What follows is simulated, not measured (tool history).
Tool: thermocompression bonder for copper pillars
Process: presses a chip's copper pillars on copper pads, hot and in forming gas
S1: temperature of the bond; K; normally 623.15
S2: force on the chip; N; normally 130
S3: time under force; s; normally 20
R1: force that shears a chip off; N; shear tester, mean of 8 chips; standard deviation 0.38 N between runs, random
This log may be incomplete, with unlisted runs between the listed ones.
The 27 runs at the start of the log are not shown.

run    hour      S1   S2  S3    R1
 28  1285.2  638.15  130  16  62.2
     1330.3  -- force cell calibrated
 29  1351.7  623.15  130  40  70.4
 30  1401.8  635.15   78  24  54.2
     1438.9  -- forming gas filter changed
 31  1457.7  635.15   78  24  55.4
 32    1512  624.15  160  20  66.8
 33  1565.6  624.15  160  12  59.1
 34  1618.7  623.15   82  20  50.3
 35  1685.6  653.15  139  26    73
 36  1717.3  653.15  195  26  78.4
 37  1781.5  617.15  167  10  54.7
     1843.9  -- heater calibrated with a thermocouple chip
 38  1844.1  640.15  161  21  70.7
 39  1890.5  640.15  162  21    71

Here are 3 independent what-if runs from the current tool condition. What would each one return?
     1908.4  -- forming gas filter changed
  A  1939.1  619.15  117  21   ?
     1908.4  -- forming gas filter changed
  B  1939.1  623.15  130  14   ?
     1908.4  -- forming gas filter changed
  C  1939.1  645.15  190  21   ?

run    R1
  A  57.6
  B  55.7
  C  74.3
Without the tool's hidden state the same runs would have given:
run    R1
  A  57.6
  B  55.7
  C  74.3
